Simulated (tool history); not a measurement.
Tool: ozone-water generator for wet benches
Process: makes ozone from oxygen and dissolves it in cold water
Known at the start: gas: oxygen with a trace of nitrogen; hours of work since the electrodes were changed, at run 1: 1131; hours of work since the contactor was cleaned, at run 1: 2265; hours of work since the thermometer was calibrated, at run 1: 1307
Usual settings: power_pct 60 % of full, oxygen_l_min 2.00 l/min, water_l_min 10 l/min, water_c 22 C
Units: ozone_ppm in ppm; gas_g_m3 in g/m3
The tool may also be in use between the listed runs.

run	day	power_pct	oxygen_l_min	water_l_min	water_c	hours of work since the electrodes were changed	hours of work since the contactor was cleaned	hours of work since the thermometer was calibrated	ozone_ppm	gas_g_m3
1	0.000	60	2.00	10	22	1131	2265	1307	16.6	175.8
2	3.500	60	2.00	10	22	1195	2329	1371	16.8	174.9
3	8.558	60	2.00	10	22	1288	2422	1464	16.4	176.2
4	14.712	60	2.00	10	17	1401	2535	1578	17.5	176.0
5	18.708	60	2.00	10	17	1475	2608	1651	17.6	175.5
6	23.317	60	2.00	10	17	1559	2693	1736	17.7	174.1
7	28.362	60	1.97	10	17	1652	2786	1829	17.4	176.9
8	31.179	63	1.97	10	17	1704	2838	1880	18.0	179.7
# day 31.538: water thermometer calibrated
9	35.625	63	1.97	10	17	1785	2919	75	17.8	180.6
10	40.117	60	2.00	10	22	1868	3002	158	16.0	175.8
11	46.221	60	2.56	14	22	1980	3114	270	12.4	149.3
12	49.325	60	2.56	9	16	2037	3171	327	18.9	149.7
13	52.246	60	2.19	9	14	2091	3225	381	19.4	163.7
# day 54.254: water thermometer calibrated, once more
14	55.921	60	2.19	9	14	2158	3292	31	19.6	164.6
15	58.683	60	2.19	9	14	2209	3343	81	19.3	162.5
16	61.896	73	2.67	10	22	2268	3402	140	17.9	163.4
17	65.975	96	1.68	10	16	2343	3477	215	22.8	254.8
18	71.350	50	2.76	7	22	2442	3576	314	17.5	126.7
19	77.612	50	2.76	7	22	2557	3691	429	17.7	126.6

4 ways to go on from here, each from the tool as it stands after run 19. What would each give?
A	80.788	50	2.17	12	26	2615	3749	488	?	?
B	80.788	50	2.76	9	16	2615	3749	488	?	?
C	80.788	97	2.76	7	22	2615	3749	488	?	?
D	80.788	83	2.76	6	22	2615	3749	488	?	?

run	ozone_ppm	gas_g_m3
A	11.6	145.7
B	16.5	127.8
C	26.3	190.5
D	26.2	172.6
Without the tool's hidden state the same runs would have given:
run	ozone_ppm	gas_g_m3
A	12.8	153.8
B	18.1	135.0
C	29.5	207.2
D	29.0	186.3
